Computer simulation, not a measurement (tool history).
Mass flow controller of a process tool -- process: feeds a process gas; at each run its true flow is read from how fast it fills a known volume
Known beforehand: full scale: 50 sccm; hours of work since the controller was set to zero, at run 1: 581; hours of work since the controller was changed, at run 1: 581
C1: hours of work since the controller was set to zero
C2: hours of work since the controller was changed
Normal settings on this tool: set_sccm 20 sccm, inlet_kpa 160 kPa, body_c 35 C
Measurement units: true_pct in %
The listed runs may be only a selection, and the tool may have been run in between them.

Run 1, hour 0.0: usual settings; C1 581; C2 581. Result: true_pct 100.17 %.
Run 2, hour 119.6: usual settings but body_c 26 C; C1 638; C2 638. Result: true_pct 99.99 %.
Run 3, hour 273.3: usual settings but inlet_kpa 147 kPa; C1 712; C2 712. Result: true_pct 100.30 %.
Run 4, hour 449.0: usual settings; C1 796; C2 796. Result: true_pct 100.12 %.
Run 5, hour 588.7: usual settings but body_c 34 C; C1 863; C2 863. Result: true_pct 100.29 %.
Run 6, hour 730.6: usual settings but body_c 34 C; C1 931; C2 931. Result: true_pct 100.33 %.
Run 7, hour 894.8: usual settings but body_c 34 C; C1 1009; C2 1009. Result: true_pct 100.40 %.
Run 8, hour 989.8: usual settings but set_sccm 31 sccm; C1 1055; C2 1055. Result: true_pct 100.33 %.
Run 9, hour 1129.7: usual settings but set_sccm 31 sccm; C1 1122; C2 1122. Result: true_pct 100.38 %.
Run 10, hour 1290.6: usual settings but set_sccm 31 sccm; C1 1198; C2 1198. Result: true_pct 100.45 %.
Run 11, hour 1450.2: usual settings but set_sccm 31 sccm, inlet_kpa 242 kPa, body_c 37 C; C1 1275; C2 1275. Result: true_pct 100.45 %.
Run 12, hour 1532.2: usual settings but set_sccm 11 sccm, inlet_kpa 147 kPa, body_c 38 C; C1 1314; C2 1314. Result: true_pct 101.00 %.
Run 13, hour 1637.7: usual settings but set_sccm 22 sccm, inlet_kpa 163 kPa, body_c 31 C; C1 1365; C2 1365. Result: true_pct 100.42 %.
Run 14, hour 1806.0: usual settings but set_sccm 24 sccm, inlet_kpa 164 kPa, body_c 29 C; C1 1445; C2 1445. Result: true_pct 100.42 %.
Run 15, hour 1902.6: usual settings but inlet_kpa 233 kPa, body_c 29 C; C1 1491; C2 1491. Result: true_pct 100.40 %.
Run 16, hour 2029.2: usual settings but inlet_kpa 233 kPa, body_c 29 C; C1 1552; C2 1552. Result: true_pct 100.37 %.
Run 17, hour 2209.5: usual settings but inlet_kpa 233 kPa, body_c 29 C; C1 1638; C2 1638. Result: true_pct 100.45 %.
Run 18, hour 2367.4: usual settings but inlet_kpa 233 kPa, body_c 29 C; C1 1714; C2 1714. Result: true_pct 100.59 %.
Run 19, hour 2507.3: usual settings but set_sccm 8 sccm, inlet_kpa 233 kPa, body_c 29 C; C1 1781; C2 1781. Result: true_pct 101.63 %.
Run 20, hour 2592.6: usual settings but set_sccm 31 sccm, inlet_kpa 205 kPa, body_c 31 C; C1 1822; C2 1822. Result: true_pct 100.57 %.

Forecast each of these 4 alternatives for the next run:
Run A, hour 2707.9: usual settings but set_sccm 24 sccm, inlet_kpa 205 kPa, body_c 25 C; C1 1877; C2 1877. Result: true_pct ?.
Run B, hour 2707.9: usual settings but inlet_kpa 190 kPa; C1 1877; C2 1877. Result: true_pct ?.
Run C, hour 2707.9: usual settings but set_sccm 7 sccm, inlet_kpa 192 kPa; C1 1877; C2 1877. Result: true_pct ?.
Run D, hour 2707.9: usual settings but set_sccm 31 sccm, inlet_kpa 260 kPa, body_c 36 C; C1 1877; C2 1877. Result: true_pct ?.

run  true_pct
  A    100.58
  B    100.95
  C    102.19
  D    100.66
The same runs, with their run-to-run variation unchanged, on a tool lacking any hidden condition would have given:
run  true_pct
  A     99.84
  B    100.08
  C     99.89
  D    100.07
